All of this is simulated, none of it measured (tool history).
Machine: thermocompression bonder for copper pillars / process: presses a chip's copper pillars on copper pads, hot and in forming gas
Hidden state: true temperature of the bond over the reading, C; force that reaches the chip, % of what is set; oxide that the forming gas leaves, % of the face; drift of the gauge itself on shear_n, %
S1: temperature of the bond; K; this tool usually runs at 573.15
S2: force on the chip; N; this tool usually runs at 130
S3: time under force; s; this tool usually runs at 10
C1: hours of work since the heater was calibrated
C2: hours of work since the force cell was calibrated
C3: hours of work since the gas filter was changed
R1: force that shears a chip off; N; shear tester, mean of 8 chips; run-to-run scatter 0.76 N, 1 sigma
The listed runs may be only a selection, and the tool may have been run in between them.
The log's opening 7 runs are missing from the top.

| run | day | S1 | S2 | S3 | C1 | C2 | C3 | R1 |
|---|---|---|---|---|---|---|---|---|
| 8 | 1.896 | 573.15 | 130 | 10 | 712 | 225 | 427 | 100.3 |
| 9 | 2.279 | 573.15 | 130 | 21 | 719 | 231 | 433 | 119.2 |
| 10 | 2.712 | 588.15 | 130 | 10 | 726 | 238 | 440 | 109.3 |
| 11 | 2.950 | 588.15 | 130 | 10 | 729 | 242 | 444 | 109.7 |
| 12 | 3.429 | 588.15 | 130 | 10 | 737 | 250 | 452 | 110.0 |
| 13 | 3.671 | 588.15 | 130 | 10 | 741 | 254 | 456 | 108.0 |
| 14 | 4.067 | 588.15 | 130 | 10 | 748 | 260 | 462 | 109.9 |
| 15 | 4.304 | 573.15 | 145 | 10 | 751 | 264 | 466 | 103.4 |
| 16 | 4.792 | 573.15 | 130 | 10 | 759 | 272 | 474 | 100.2 |
| 17 | 5.125 | 573.15 | 130 | 10 | 765 | 277 | 479 | 100.3 |
| 18 | 5.450 | 578.15 | 130 | 10 | 770 | 283 | 485 | 103.0 |
| 19 | 5.725 | 578.15 | 130 | 10 | 774 | 287 | 489 | 102.0 |
| 20 | 6.067 | 578.15 | 130 | 10 | 780 | 293 | 495 | 103.0 |
|  | 6.117 | forming gas filter changed |
| 21 | 6.596 | 573.15 | 132 | 10 | 788 | 301 | 8 | 110.3 |
| 22 | 7.104 | 567.15 | 123 | 24 | 796 | 309 | 16 | 126.2 |
| 23 | 7.433 | 573.15 | 84 | 12 | 802 | 314 | 21 | 95.5 |
| 24 | 7.954 | 570.15 | 122 | 20 | 810 | 323 | 30 | 122.7 |
| 25 | 8.288 | 575.15 | 102 | 5 | 816 | 328 | 35 | 81.4 |
| 26 | 8.679 | 599.15 | 188 | 11 | 822 | 335 | 42 | 139.4 |
| 27 | 8.996 | 599.15 | 188 | 11 | 827 | 340 | 47 | 140.7 |
| 28 | 9.492 | 587.15 | 129 | 7 | 835 | 348 | 55 | 109.7 |
| 29 | 9.712 | 587.15 | 129 | 7 | 839 | 351 | 58 | 109.1 |
| 30 | 10.129 | 544.15 | 114 | 10 | 846 | 358 | 65 | 81.1 |
| 31 | 10.467 | 544.15 | 114 | 10 | 851 | 364 | 71 | 82.3 |

Forecast run 32:
|  | 10.800 | heater calibrated with a thermocouple chip |
| 32 | 10.917 | 580.15 | 104 | 28 | 2 | 370 | 77 | ? |

For run 32 the tool returned R1 124.1 N.
With the hidden condition absent and the run-to-run variation left alone, this run would have shown R1 126.6 N.
